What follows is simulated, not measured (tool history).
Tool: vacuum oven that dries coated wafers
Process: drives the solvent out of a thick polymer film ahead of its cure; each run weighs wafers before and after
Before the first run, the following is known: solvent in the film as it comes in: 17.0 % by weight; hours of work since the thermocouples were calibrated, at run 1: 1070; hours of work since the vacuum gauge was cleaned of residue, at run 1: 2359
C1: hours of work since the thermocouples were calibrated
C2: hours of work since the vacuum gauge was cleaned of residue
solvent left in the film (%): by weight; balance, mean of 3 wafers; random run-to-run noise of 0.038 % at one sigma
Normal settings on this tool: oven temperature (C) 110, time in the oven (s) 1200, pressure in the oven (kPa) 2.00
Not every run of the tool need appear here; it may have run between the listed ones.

run 1 hour=0.0 | oven_temperature_(C)=110 time_in_the_oven_(s)=1200 pressure_in_the_oven_(kPa)=2.00 | C1=1070 C2=2359 | solvent_left_in_the_film_(%)=4.33
run 2 hour=94.6 | oven_temperature_(C)=110 time_in_the_oven_(s)=1200 pressure_in_the_oven_(kPa)=2.00 | C1=1145 C2=2434 | solvent_left_in_the_film_(%)=4.30
run 3 hour=172.2 | oven_temperature_(C)=107 time_in_the_oven_(s)=1200 pressure_in_the_oven_(kPa)=2.00 | C1=1207 C2=2496 | solvent_left_in_the_film_(%)=4.89
run 4 hour=265.5 | oven_temperature_(C)=110 time_in_the_oven_(s)=1740 pressure_in_the_oven_(kPa)=2.00 | C1=1281 C2=2571 | solvent_left_in_the_film_(%)=4.14
run 5 hour=345.3 | oven_temperature_(C)=110 time_in_the_oven_(s)=1200 pressure_in_the_oven_(kPa)=5.08 | C1=1345 C2=2634 | solvent_left_in_the_film_(%)=9.22
-- hour=360.7 oven's thermocouples calibrated
run 6 hour=432.7 | oven_temperature_(C)=110 time_in_the_oven_(s)=1200 pressure_in_the_oven_(kPa)=2.00 | C1=57 C2=2702 | solvent_left_in_the_film_(%)=4.21
-- hour=507.9 vacuum gauge cleaned of residue and calibrated
run 7 hour=531.6 | oven_temperature_(C)=96 time_in_the_oven_(s)=1200 pressure_in_the_oven_(kPa)=2.00 | C1=135 C2=19 | solvent_left_in_the_film_(%)=6.57
run 8 hour=625.4 | oven_temperature_(C)=96 time_in_the_oven_(s)=1200 pressure_in_the_oven_(kPa)=2.00 | C1=209 C2=93 | solvent_left_in_the_film_(%)=6.63
-- hour=666.1 oven's thermocouples calibrated, once more
run 9 hour=719.2 | oven_temperature_(C)=96 time_in_the_oven_(s)=1200 pressure_in_the_oven_(kPa)=2.00 | C1=42 C2=167 | solvent_left_in_the_film_(%)=7.40
run 10 hour=762.2 | oven_temperature_(C)=96 time_in_the_oven_(s)=1200 pressure_in_the_oven_(kPa)=2.00 | C1=76 C2=201 | solvent_left_in_the_film_(%)=7.33
run 11 hour=832.8 | oven_temperature_(C)=110 time_in_the_oven_(s)=1200 pressure_in_the_oven_(kPa)=2.00 | C1=133 C2=257 | solvent_left_in_the_film_(%)=3.84
run 12 hour=879.1 | oven_temperature_(C)=110 time_in_the_oven_(s)=1200 pressure_in_the_oven_(kPa)=2.00 | C1=169 C2=294 | solvent_left_in_the_film_(%)=3.84
run 13 hour=937.8 | oven_temperature_(C)=110 time_in_the_oven_(s)=1200 pressure_in_the_oven_(kPa)=2.00 | C1=216 C2=340 | solvent_left_in_the_film_(%)=3.88
run 14 hour=1008.7 | oven_temperature_(C)=110 time_in_the_oven_(s)=1200 pressure_in_the_oven_(kPa)=2.00 | C1=273 C2=397 | solvent_left_in_the_film_(%)=3.83
run 15 hour=1068.2 | oven_temperature_(C)=110 time_in_the_oven_(s)=1740 pressure_in_the_oven_(kPa)=2.00 | C1=320 C2=444 | solvent_left_in_the_film_(%)=3.54
run 16 hour=1173.4 | oven_temperature_(C)=99 time_in_the_oven_(s)=1200 pressure_in_the_oven_(kPa)=2.00 | C1=404 C2=528 | solvent_left_in_the_film_(%)=6.42
run 17 hour=1236.5 | oven_temperature_(C)=99 time_in_the_oven_(s)=1200 pressure_in_the_oven_(kPa)=2.00 | C1=454 C2=578 | solvent_left_in_the_film_(%)=6.37
run 18 hour=1321.1 | oven_temperature_(C)=99 time_in_the_oven_(s)=780 pressure_in_the_oven_(kPa)=2.00 | C1=521 C2=645 | solvent_left_in_the_film_(%)=7.64
run 19 hour=1412.0 | oven_temperature_(C)=99 time_in_the_oven_(s)=780 pressure_in_the_oven_(kPa)=2.35 | C1=593 C2=718 | solvent_left_in_the_film_(%)=8.45
run 20 hour=1502.4 | oven_temperature_(C)=110 time_in_the_oven_(s)=1200 pressure_in_the_oven_(kPa)=2.13 | C1=665 C2=790 | solvent_left_in_the_film_(%)=4.03
run 21 hour=1603.1 | oven_temperature_(C)=110 time_in_the_oven_(s)=1200 pressure_in_the_oven_(kPa)=2.13 | C1=746 C2=870 | solvent_left_in_the_film_(%)=4.07
run 22 hour=1658.8 | oven_temperature_(C)=110 time_in_the_oven_(s)=1200 pressure_in_the_oven_(kPa)=2.13 | C1=790 C2=914 | solvent_left_in_the_film_(%)=4.07
run 23 hour=1713.3 | oven_temperature_(C)=110 time_in_the_oven_(s)=1200 pressure_in_the_oven_(kPa)=2.13 | C1=833 C2=958 | solvent_left_in_the_film_(%)=4.09
run 24 hour=1807.5 | oven_temperature_(C)=98 time_in_the_oven_(s)=1200 pressure_in_the_oven_(kPa)=2.00 | C1=908 C2=1033 | solvent_left_in_the_film_(%)=6.65
run 25 hour=1902.9 | oven_temperature_(C)=99 time_in_the_oven_(s)=1200 pressure_in_the_oven_(kPa)=5.71 | C1=984 C2=1108 | solvent_left_in_the_film_(%)=14.14
run 26 hour=1967.4 | oven_temperature_(C)=107 time_in_the_oven_(s)=720 pressure_in_the_oven_(kPa)=1.17 | C1=1035 C2=1160 | solvent_left_in_the_film_(%)=4.35
run 27 hour=2022.6 | oven_temperature_(C)=110 time_in_the_oven_(s)=1560 pressure_in_the_oven_(kPa)=2.00 | C1=1079 C2=1204 | solvent_left_in_the_film_(%)=3.66
run 28 hour=2127.4 | oven_temperature_(C)=112 time_in_the_oven_(s)=1920 pressure_in_the_oven_(kPa)=2.44 | C1=1163 C2=1287 | solvent_left_in_the_film_(%)=3.95
run 29 hour=2216.3 | oven_temperature_(C)=112 time_in_the_oven_(s)=1920 pressure_in_the_oven_(kPa)=2.44 | C1=1233 C2=1358 | solvent_left_in_the_film_(%)=4.02
run 30 hour=2274.2 | oven_temperature_(C)=100 time_in_the_oven_(s)=1440 pressure_in_the_oven_(kPa)=1.87 | C1=1280 C2=1404 | solvent_left_in_the_film_(%)=5.53
-- hour=2366.1 oven's thermocouples calibrated
run 31 hour=2366.1 | oven_temperature_(C)=96 time_in_the_oven_(s)=1740 pressure_in_the_oven_(kPa)=1.87 | C1=0 C2=1475 | solvent_left_in_the_film_(%)=6.83
run 32 hour=2471.1 | oven_temperature_(C)=100 time_in_the_oven_(s)=1560 pressure_in_the_oven_(kPa)=1.87 | C1=84 C2=1559 | solvent_left_in_the_film_(%)=5.74
run 33 hour=2541.2 | oven_temperature_(C)=100 time_in_the_oven_(s)=1560 pressure_in_the_oven_(kPa)=1.87 | C1=139 C2=1615 | solvent_left_in_the_film_(%)=5.82
run 34 hour=2602.3 | oven_temperature_(C)=100 time_in_the_oven_(s)=1560 pressure_in_the_oven_(kPa)=1.87 | C1=188 C2=1663 | solvent_left_in_the_film_(%)=5.84
run 35 hour=2704.5 | oven_temperature_(C)=100 time_in_the_oven_(s)=1560 pressure_in_the_oven_(kPa)=1.87 | C1=269 C2=1745 | solvent_left_in_the_film_(%)=5.80
run 36 hour=2808.7 | oven_temperature_(C)=100 time_in_the_oven_(s)=1560 pressure_in_the_oven_(kPa)=1.87 | C1=352 C2=1828 | solvent_left_in_the_film_(%)=5.82
run 37 hour=2911.6 | oven_temperature_(C)=100 time_in_the_oven_(s)=1560 pressure_in_the_oven_(kPa)=1.87 | C1=434 C2=1910 | solvent_left_in_the_film_(%)=5.77
run 38 hour=2979.5 | oven_temperature_(C)=100 time_in_the_oven_(s)=1560 pressure_in_the_oven_(kPa)=1.87 | C1=488 C2=1963 | solvent_left_in_the_film_(%)=5.78
run 39 hour=3025.9 | oven_temperature_(C)=108 time_in_the_oven_(s)=1560 pressure_in_the_oven_(kPa)=1.87 | C1=525 C2=2000 | solvent_left_in_the_film_(%)=4.13
run 40 hour=3095.0 | oven_temperature_(C)=121 time_in_the_oven_(s)=1920 pressure_in_the_oven_(kPa)=1.87 | C1=580 C2=2055 | solvent_left_in_the_film_(%)=2.57
run 41 hour=3173.0 | oven_temperature_(C)=117 time_in_the_oven_(s)=1920 pressure_in_the_oven_(kPa)=6.74 | C1=642 C2=2117 | solvent_left_in_the_film_(%)=9.15
run 42 hour=3219.1 | oven_temperature_(C)=121 time_in_the_oven_(s)=1200 pressure_in_the_oven_(kPa)=5.95 | C1=679 C2=2154 | solvent_left_in_the_film_(%)=7.19
run 43 hour=3278.5 | oven_temperature_(C)=121 time_in_the_oven_(s)=1200 pressure_in_the_oven_(kPa)=5.95 | C1=726 C2=2201 | solvent_left_in_the_film_(%)=7.06
run 44 hour=3335.2 | oven_temperature_(C)=117 time_in_the_oven_(s)=1200 pressure_in_the_oven_(kPa)=1.51 | C1=771 C2=2247 | solvent_left_in_the_film_(%)=2.55
run 45 hour=3380.7 | oven_temperature_(C)=97 time_in_the_oven_(s)=660 pressure_in_the_oven_(kPa)=5.83 | C1=807 C2=2283 | solvent_left_in_the_film_(%)=16.04
run 46 hour=3470.7 | oven_temperature_(C)=95 time_in_the_oven_(s)=1140 pressure_in_the_oven_(kPa)=2.00 | C1=879 C2=2354 | solvent_left_in_the_film_(%)=8.37

What if the next run were any one of these 3? Each begins from the tool's condition after run 46:
run A hour=3535.6 | oven_temperature_(C)=115 time_in_the_oven_(s)=1140 pressure_in_the_oven_(kPa)=4.30 | C1=931 C2=2406 | solvent_left_in_the_film_(%)=?
run B hour=3535.6 | oven_temperature_(C)=110 time_in_the_oven_(s)=1200 pressure_in_the_oven_(kPa)=1.67 | C1=931 C2=2406 | solvent_left_in_the_film_(%)=?
run C hour=3535.6 | oven_temperature_(C)=98 time_in_the_oven_(s)=660 pressure_in_the_oven_(kPa)=6.20 | C1=931 C2=2406 | solvent_left_in_the_film_(%)=?

run=A solvent_left_in_the_film_(%)=6.55
run=B solvent_left_in_the_film_(%)=3.68
run=C solvent_left_in_the_film_(%)=16.25
With no hidden state in the tool, these same runs would have given:
run=A solvent_left_in_the_film_(%)=6.36
run=B solvent_left_in_the_film_(%)=3.26
run=C solvent_left_in_the_film_(%)=16.22

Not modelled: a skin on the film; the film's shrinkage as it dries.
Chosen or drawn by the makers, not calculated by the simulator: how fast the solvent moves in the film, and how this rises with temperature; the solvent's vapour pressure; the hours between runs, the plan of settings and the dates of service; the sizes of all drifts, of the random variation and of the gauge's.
